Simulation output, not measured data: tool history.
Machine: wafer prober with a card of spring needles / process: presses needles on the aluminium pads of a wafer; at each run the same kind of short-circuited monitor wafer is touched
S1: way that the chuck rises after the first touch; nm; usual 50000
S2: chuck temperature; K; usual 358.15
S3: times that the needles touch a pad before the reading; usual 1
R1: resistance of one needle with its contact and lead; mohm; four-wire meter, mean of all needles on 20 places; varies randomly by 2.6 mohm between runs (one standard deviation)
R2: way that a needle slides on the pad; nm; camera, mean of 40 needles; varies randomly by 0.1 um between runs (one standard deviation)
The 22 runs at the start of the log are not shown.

-- hour=693.2 tips cleaned on abrasive film
-- hour=711.7 tips cleaned on abrasive film
run 23 hour=714.5 | S1=42000 S2=339.15 S3=2 | R1=456 R2=7610
-- hour=730.1 tips cleaned on abrasive film
-- hour=751.5 tips cleaned on abrasive film
run 24 hour=753.7 | S1=61000 S2=354.15 S3=1 | R1=398 R2=11360
-- hour=770.1 tips cleaned on abrasive film
run 25 hour=783 | S1=50000 S2=316.15 S3=1 | R1=647 R2=9310
-- hour=789.6 tips cleaned on abrasive film
-- hour=807.8 tips cleaned on abrasive film
run 26 hour=815.5 | S1=50000 S2=316.15 S3=1 | R1=619 R2=9100
-- hour=827.7 tips cleaned on abrasive film
run 27 hour=844.9 | S1=42000 S2=316.15 S3=1 | R1=857 R2=7500
-- hour=846.9 tips cleaned on abrasive film
-- hour=847.2 height of the first contact set anew
-- hour=865.4 tips cleaned on abrasive film
run 28 hour=880.7 | S1=62000 S2=360.15 S3=2 | R1=417 R2=12440
-- hour=884.1 tips cleaned on abrasive film
-- hour=903.6 tips cleaned on abrasive film
-- hour=921.9 tips cleaned on abrasive film
run 29 hour=923.1 | S1=53000 S2=362.15 S3=3 | R1=336 R2=10520
-- hour=941.3 tips cleaned on abrasive film
run 30 hour=947.8 | S1=53000 S2=362.15 S3=3 | R1=379 R2=10380
-- hour=961.5 tips cleaned on abrasive film
run 31 hour=968.5 | S1=54000 S2=313.15 S3=1 | R1=519 R2=10760

What if the next run were any one of these 4? Each begins from the tool's condition after run 31:
-- hour=981.8 tips cleaned on abrasive film
-- hour=1000.8 tips cleaned on abrasive film
run A hour=1000.8 | S1=40000 S2=324.15 S3=3 | R1=? R2=?
-- hour=981.8 tips cleaned on abrasive film
-- hour=1000.8 tips cleaned on abrasive film
run B hour=1000.8 | S1=57000 S2=313.15 S3=1 | R1=? R2=?
-- hour=981.8 tips cleaned on abrasive film
-- hour=1000.8 tips cleaned on abrasive film
run C hour=1000.8 | S1=68000 S2=322.15 S3=1 | R1=? R2=?
-- hour=981.8 tips cleaned on abrasive film
-- hour=1000.8 tips cleaned on abrasive film
run D hour=1000.8 | S1=50000 S2=358.15 S3=1 | R1=? R2=?

run=A R1=324 R2=7760
run=B R1=307 R2=11180
run=C R1=300 R2=13140
run=D R1=334 R2=9720
Had the tool no hidden state, the same runs would have come out as:
run=A R1=296 R2=7950
run=B R1=276 R2=11370
run=C R1=278 R2=13330
run=D R1=296 R2=9910
